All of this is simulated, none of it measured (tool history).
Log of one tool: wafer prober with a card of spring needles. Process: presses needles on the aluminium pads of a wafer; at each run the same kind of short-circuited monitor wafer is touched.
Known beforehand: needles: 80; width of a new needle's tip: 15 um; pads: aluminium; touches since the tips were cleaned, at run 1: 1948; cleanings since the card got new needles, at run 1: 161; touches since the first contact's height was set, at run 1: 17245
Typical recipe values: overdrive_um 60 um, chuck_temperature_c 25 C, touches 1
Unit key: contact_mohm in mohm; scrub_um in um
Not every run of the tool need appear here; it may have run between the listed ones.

run    hour  overdrive_um  chuck_temperature_c  touches  touches since the tips were cleaned  cleanings since the card got new needles  touches since the first contact's height was set  contact_mohm  scrub_um
  1     0.0            60                   25        1                                 1948                                       161                                             17245           116     15.03
        7.3  -- tips cleaned on abrasive film
       19.3  -- tips cleaned on abrasive film
       31.3  -- tips cleaned on abrasive film
       40.9  -- tips cleaned on abrasive film
       52.9  -- tips cleaned on abrasive film
  2    54.0            60                   25        1                                  706                                       166                                             51605           117     15.01
       63.7  -- tips cleaned on abrasive film
       75.7  -- tips cleaned on abrasive film
       87.7  -- tips cleaned on abrasive film
  3    94.7            60                   25        1                                 4505                                       169                                             77526           119     15.05
       99.6  -- tips cleaned on abrasive film
      109.2  -- tips cleaned on abrasive film
      121.3  -- tips cleaned on abrasive film
      124.0  -- height of the first contact set anew
  4   130.6            60                   25        2                                 5784                                       172                                              4254           118     15.00
      133.1  -- tips cleaned on abrasive film
      142.7  -- tips cleaned on abrasive film
      152.3  -- tips cleaned on abrasive film
      164.4  -- tips cleaned on abrasive film
      174.0  -- tips cleaned on abrasive film
  5   176.9            60                   25        2                                 1858                                       177                                             33647           115     14.93
      184.1  -- tips cleaned on abrasive film
      193.8  -- tips cleaned on abrasive film
      203.4  -- tips cleaned on abrasive film
      213.0  -- tips cleaned on abrasive film
  6   221.8            69                   25        1                                 5586                                       181                                             62179           113     17.20
      224.2  -- tips cleaned on abrasive film
      233.9  -- tips cleaned on abrasive film
      243.5  -- tips cleaned on abrasive film
      253.1  -- tips cleaned on abrasive film
      265.2  -- tips cleaned on abrasive film
  7   265.2            69                   25        1                                   24                                       186                                             89739           117     17.17
      274.9  -- tips cleaned on abrasive film
      275.2  -- height of the first contact set anew
      284.8  -- tips cleaned on abrasive film
      294.4  -- tips cleaned on abrasive film
      306.5  -- tips cleaned on abrasive film
      318.5  -- tips cleaned on abrasive film
  8   326.7            60                   82        1                                 5285                                       191                                             32820           127     14.86
      329.2  -- tips cleaned on abrasive film
      338.8  -- tips cleaned on abrasive film
      348.5  -- tips cleaned on abrasive film
      358.1  -- tips cleaned on abrasive film
      367.7  -- tips cleaned on abrasive film
      379.8  -- tips cleaned on abrasive film
  9   381.1            60                   25        1                                  892                                       197                                             67367           117     14.85
      390.8  -- tips cleaned on abrasive film
      400.4  -- tips cleaned on abrasive film
      410.1  -- tips cleaned on abrasive film
      422.1  -- tips cleaned on abrasive film
      426.9  -- height of the first contact set anew
 10   426.9            60                   25        1                                 2897                                       201                                                 0           118     14.84
      434.1  -- tips cleaned on abrasive film
      443.8  -- tips cleaned on abrasive film
      455.8  -- tips cleaned on abrasive film
      465.4  -- tips cleaned on abrasive film
      477.4  -- tips cleaned on abrasive film
 11   483.2            57                   25        1                                 3682                                       206                                             35806           118     14.09
      488.1  -- tips cleaned on abrasive film
      497.7  -- tips cleaned on abrasive film
      509.7  -- tips cleaned on abrasive film
      519.3  -- tips cleaned on abrasive film
      529.0  -- tips cleaned on abrasive film
      541.0  -- tips cleaned on abrasive film
 12   542.7            60                   25        1                                 1086                                       212                                             73606           119     14.71
      552.3  -- tips cleaned on abrasive film
      562.0  -- tips cleaned on abrasive film
      571.6  -- tips cleaned on abrasive film
 13   571.6            60                   25        1                                    6                                       215                                             91969           116     14.79
      579.0  -- height of the first contact set anew
      583.9  -- tips cleaned on abrasive film
      593.5  -- tips cleaned on abrasive film
 14   602.8            60                   25        1                                 5951                                       217                                             15130           119     14.69
      605.3  -- tips cleaned on abrasive film
      614.9  -- tips cleaned on abrasive film
      626.9  -- tips cleaned on abrasive film
      636.6  -- tips cleaned on abrasive film
 15   645.3            60                   25        1                                 5619                                       221                                             42165           118     14.75
      647.8  -- tips cleaned on abrasive film
      657.4  -- tips cleaned on abrasive film
      667.1  -- tips cleaned on abrasive film
      676.7  -- tips cleaned on abrasive film
 16   681.6            63                   46        1                                 3126                                       225                                             65178           118     15.47
      686.4  -- tips cleaned on abrasive film
      696.1  -- tips cleaned on abrasive film
      705.7  -- tips cleaned on abrasive film
      715.3  -- tips cleaned on abrasive film
      722.5  -- gauge calibrated
      725.0  -- tips cleaned on abrasive film
      730.1  -- height of the first contact set anew
      734.9  -- tips cleaned on abrasive film
 17   738.5            55                  122        2                                 2281                                       231                                              5341           135     13.81
      745.7  -- tips cleaned on abrasive film
      755.4  -- tips cleaned on abrasive film
      765.0  -- tips cleaned on abrasive film
      774.6  -- tips cleaned on abrasive film
      784.3  -- tips cleaned on abrasive film
 18   786.1            55                  122        2                                 1202                                       236                                             35609           135     13.79
      795.8  -- tips cleaned on abrasive film
      805.4  -- tips cleaned on abrasive film
      815.9  -- tips cleaned on abrasive film
 19   815.9            47                   25        1                                    0                                       239                                             54515           122     11.83
      827.9  -- tips cleaned on abrasive film
      837.6  -- tips cleaned on abrasive film
      847.2  -- tips cleaned on abrasive film
      856.8  -- tips cleaned on abrasive film
      866.5  -- tips cleaned on abrasive film
 20   868.6            47                   62        3                                 1386                                       244                                             88023           126     11.76
      878.3  -- tips cleaned on abrasive film
      883.3  -- height of the first contact set anew
      888.2  -- tips cleaned on abrasive film
      900.2  -- card fitted with new needles
      912.2  -- tips cleaned on abrasive film
      924.2  -- tips cleaned on abrasive film
 21   933.1            47                   62        3                                 5705                                         2                                             21003           125     11.70
      935.6  -- tips cleaned on abrasive film
      945.2  -- tips cleaned on abrasive film
      954.9  -- tips cleaned on abrasive film
 22   960.2            60                   25        1                                 3429                                         5                                             38200           118     14.96
      965.1  -- tips cleaned on abrasive film
      974.7  -- tips cleaned on abrasive film
      984.4  -- tips cleaned on abrasive film
      996.4  -- tips cleaned on abrasive film
     1007.0  -- tips cleaned on abrasive film
 23  1007.0            68                  117        1                                    0                                        10                                             67866           130     16.88
     1016.6  -- tips cleaned on abrasive film
     1028.6  -- tips cleaned on abrasive film
     1038.2  -- tips cleaned on abrasive film
 24  1046.1            51                   48        1                                 5044                                        13                                             92796           125     12.65
     1048.6  -- tips cleaned on abrasive film
     1051.3  -- height of the first contact set anew
     1060.9  -- tips cleaned on abrasive film
     1070.6  -- tips cleaned on abrasive film
     1080.2  -- tips cleaned on abrasive film
     1089.8  -- tips cleaned on abrasive film
 25  1096.6            51                   48        1                                 4368                                        18                                             28845           122     12.59

Per-run results on a tool with no hidden state, each run keeping its own random variation:
The tool's hidden condition here consists of: debris on the tips, nm; way that the needles fall short of the set height, um; tips' diameter, um; drift of the gauge itself on contact_mohm, %; drift of the gauge itself on scrub_um, %.
run  scrub_um
  1     15.03
  2     15.05
  3     15.11
  4     15.07
  5     15.04
  6     17.35
  7     17.36
  8     15.05
  9     15.08
 10     15.10
 11     14.37
 12     15.04
 13     15.14
 14     15.05
 15     15.14
 16     15.91
 17     13.82
 18     13.83
 19     11.88
 20     11.83
 21     11.80
 22     15.10
 23     17.07
 24     12.81
 25     12.78
contact_mohm: within 1 mohm of the measured result in every run.
